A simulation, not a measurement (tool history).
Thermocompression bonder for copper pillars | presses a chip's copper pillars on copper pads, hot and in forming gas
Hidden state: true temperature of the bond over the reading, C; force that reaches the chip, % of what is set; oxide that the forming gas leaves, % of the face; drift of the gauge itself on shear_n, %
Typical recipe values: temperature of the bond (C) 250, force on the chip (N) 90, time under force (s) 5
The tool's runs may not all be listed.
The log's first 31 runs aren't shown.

| run | hour | temperature of the bond (C) | force on the chip (N) | time under force (s) | hours of work since the heater was calibrated | hours of work since the force cell was calibrated | hours of work since the gas filter was changed | force that shears a chip off (N) |
|---|---|---|---|---|---|---|---|---|
|  | 2033.8 | force cell calibrated |
| 32 | 2033.8 | 275 | 126 | 6 | 52 | 0 | 222 | 59.3 |
| 33 | 2129.0 | 272 | 107 | 13 | 117 | 65 | 287 | 62.4 |
| 34 | 2181.9 | 250 | 68 | 5 | 154 | 102 | 323 | 29.5 |
| 35 | 2255.8 | 250 | 90 | 8 | 204 | 152 | 374 | 40.8 |
| 36 | 2351.4 | 250 | 90 | 8 | 270 | 218 | 439 | 39.6 |
|  | 2387.3 | forming gas filter changed |
| 37 | 2413.1 | 259 | 90 | 8 | 312 | 260 | 18 | 45.3 |
| 38 | 2466.3 | 250 | 123 | 12 | 348 | 296 | 54 | 59.2 |
| 39 | 2507.5 | 258 | 131 | 11 | 377 | 325 | 82 | 62.5 |

3 options for the next run, each taken on its own from the tool as it stands now. Forecast them:
| A | 2590.8 | 280 | 131 | 11 | 434 | 382 | 140 | ? |
| B | 2590.8 | 278 | 57 | 7 | 434 | 382 | 140 | ? |
| C | 2590.8 | 246 | 90 | 7 | 434 | 382 | 140 | ? |

| run | force that shears a chip off (N) |
|---|---|
| A | 67.4 |
| B | 37.2 |
| C | 37.0 |
Without the tool's hidden state the same runs would have given:
| run | force that shears a chip off (N) |
|---|---|
| A | 72.3 |
| B | 41.9 |
| C | 42.0 |
